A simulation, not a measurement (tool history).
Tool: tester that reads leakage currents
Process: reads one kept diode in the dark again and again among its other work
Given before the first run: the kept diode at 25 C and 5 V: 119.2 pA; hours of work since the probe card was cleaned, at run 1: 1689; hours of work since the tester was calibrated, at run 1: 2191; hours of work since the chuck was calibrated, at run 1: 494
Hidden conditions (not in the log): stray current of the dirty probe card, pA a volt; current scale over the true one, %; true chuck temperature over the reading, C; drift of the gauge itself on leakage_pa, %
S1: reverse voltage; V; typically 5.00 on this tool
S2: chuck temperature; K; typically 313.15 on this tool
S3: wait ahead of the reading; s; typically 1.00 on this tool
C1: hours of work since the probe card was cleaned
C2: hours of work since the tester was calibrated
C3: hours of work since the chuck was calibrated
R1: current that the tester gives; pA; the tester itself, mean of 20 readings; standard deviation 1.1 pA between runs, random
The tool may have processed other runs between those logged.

run    hour     S1      S2    S3    C1    C2    C3      R1
  1     0.0   5.00  313.15  1.00  1689  2191   494  358.37
  2    89.2   5.00  313.15  1.00  1734  2237   540  359.94
  3   171.7   5.00  313.15  1.00  1777  2280   582  358.16
  4   303.0   5.00  299.15  1.00  1844  2347   650  132.53
  5   394.5   5.00  299.15  1.00  1891  2394   697  132.40
  6   520.4   5.00  299.15  0.78  1956  2459   761  133.02
  7   594.3   5.00  313.15  1.00  1994  2497   799  358.50
  8   718.0   5.00  313.15  1.00  2057  2560   863  358.45
  9   863.2   5.00  313.15  1.00  2132  2635   938  356.90
 10   991.1   5.00  313.15  1.00  2198  2700  1003  356.82
 11  1127.1   5.00  313.15  1.37  2268  2770  1073  354.84
 12  1234.0   5.00  313.15  1.37  2322  2825  1128  355.00
     1275.1  -- probe card cleaned and baked
 13  1350.5   5.00  313.15  1.37    39  2884  1186  348.52
 14  1472.6   5.00  313.15  1.00   101  2946  1249  348.50
 15  1541.0   5.00  313.15  1.00   137  2981  1284  346.58
 16  1649.3   5.00  313.15  1.00   192  3037  1340  347.12
 17  1792.4   5.00  313.15  1.00   266  3111  1413  346.43
 18  1856.2   5.00  313.15  1.00   298  3143  1446  345.94
 19  1992.3   5.00  313.15  1.00   368  3213  1516  348.94
 20  2084.5   5.00  294.15  1.00   416  3261  1563   85.18
 21  2159.5   5.00  304.15  1.00   454  3299  1602  180.49
 22  2251.3   1.86  313.15  4.32   501  3346  1649  239.17
 23  2357.1   3.21  307.15  3.12   556  3401  1703  191.27
 24  2422.5   5.00  313.15  0.61   589  3434  1737  344.98
 25  2526.6   5.00  313.15  0.61   643  3488  1790  346.18
 26  2589.4   2.17  308.15  0.54   675  3520  1823  177.96
 27  2679.3   2.17  308.15  0.54   721  3566  1869  177.10
 28  2739.5  12.51  313.15  9.65   752  3597  1900  487.40
 29  2845.1   2.60  307.15  1.43   806  3651  1954  176.00
     2858.7  -- chuck's temperature calibrated
 30  2982.7   1.95  302.15  1.43   876  3721    64  117.89
 31  3077.8   1.31  295.15  1.43   925  3770   113   59.57
 32  3223.7   4.67  296.15  0.98  1000  3845   187  105.28
 33  3297.3   4.67  295.15  0.98  1038  3883   225   97.81
 34  3441.1   5.00  313.15  0.95  1112  3956   299  367.75
 35  3530.8   5.00  300.15  0.95  1158  4002   345  145.47
 36  3664.4   5.00  300.15  0.95  1226  4071   414  145.96
 37  3745.6   3.35  313.15  2.56  1268  4113   456  315.38
 38  3876.3   3.35  313.15  2.56  1335  4180   523  314.16
 39  3942.6   3.35  313.15  2.56  1369  4214   557  314.93
     4005.8  -- tester calibrated
 40  4038.2  14.02  321.15  6.27  1417    17   605  910.29

Hidden state at the last listed run before each entry between runs and at the first one after, where it differs:
In the gap between runs 12 and 13: probe card cleaned and baked (hour 1275.1)
  stray current of the dirty probe card, pA a volt: 1.586 -> 0.046; current scale over the true one, %: 1.17 -> 1.19; true chuck temperature over the reading, C: -0.62 -> -0.64
  the result without the hidden state subtracted from the measured one, R1: -3.34 -> -11.66 pA
In the gap between runs 29 and 30: chuck's temperature calibrated (hour 2858.7)
  stray current of the dirty probe card, pA a volt: 0.589 -> 0.637; current scale over the true one, %: 1.49 -> 1.52; true chuck temperature over the reading, C: -0.94 -> 0.04
  the result without the hidden state subtracted from the measured one, R1: -8.19 -> +3.28 pA
In the gap between runs 39 and 40: tester calibrated (hour 4005.8)
  stray current of the dirty probe card, pA a volt: 0.979 -> 1.013; current scale over the true one, %: 1.72 -> 0.08; true chuck temperature over the reading, C: -0.16 -> -0.18
  the result without the hidden state subtracted from the measured one, R1: +5.03 -> +3.77 pA
